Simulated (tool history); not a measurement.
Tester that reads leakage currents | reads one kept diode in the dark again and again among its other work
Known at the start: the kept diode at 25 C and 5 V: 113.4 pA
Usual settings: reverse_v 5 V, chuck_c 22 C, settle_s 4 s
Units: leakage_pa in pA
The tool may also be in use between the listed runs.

| run | day | reverse_v | chuck_c | settle_s | leakage_pa |
|---|---|---|---|---|---|
| 1 | 0 | 5 | 22 | 4 | 84.87 |
| 2 | 0.854 | 5 | 22 | 4 | 84.99 |
| 3 | 1.842 | 5 | 22 | 4 | 84.74 |
| 4 | 3.708 | 5 | 22 | 4 | 85.15 |
| 5 | 4.592 | 5 | 22 | 4 | 85.02 |
|  | 5.808 | probe card cleaned and baked |
| 6 | 5.925 | 5 | 22 | 4 | 84.65 |
|  | 6.446 | chuck's temperature calibrated |
| 7 | 6.871 | 5 | 48 | 4 | 904.11 |
| 8 | 8.204 | 5 | 22 | 1.32 | 85.5 |
| 9 | 9.296 | 5 | 22 | 4 | 85.17 |
| 10 | 10.646 | 2.04 | 22 | 4 | 56.72 |
| 11 | 12.054 | 2.04 | 22 | 4 | 56.84 |
| 12 | 13.988 | 5 | 22 | 5.74 | 85.49 |
| 13 | 15.229 | 5 | 22 | 5.74 | 85.52 |
| 14 | 16.725 | 5 | 27 | 4 | 138.3 |
| 15 | 18.608 | 5 | 27 | 4 | 138.73 |
| 16 | 19.604 | 5 | 22 | 0.89 | 86.52 |
| 17 | 21.038 | 17.52 | 25 | 4 | 201.66 |
| 18 | 22.6 | 5.52 | 22 | 4 | 89.17 |
| 19 | 24.317 | 9.54 | 21 | 0.47 | 108.85 |
| 20 | 26.092 | 9.54 | 21 | 0.47 | 109.4 |
| 21 | 27.896 | 5 | 50 | 4 | 1066.8 |
| 22 | 28.729 | 5 | 50 | 4 | 1074.77 |
| 23 | 30.429 | 5 | 50 | 4 | 1068.22 |
| 24 | 31.608 | 5 | 50 | 4 | 1072.16 |
| 25 | 33.208 | 11.38 | 28 | 4 | 219.67 |

Forecast run 26:
| 26 | 34.429 | 5 | 56 | 1.44 | ? |

leakage_pa: 1741.05 pA
Without the tool's hidden state the same run would have given leakage_pa 1740.98 pA.
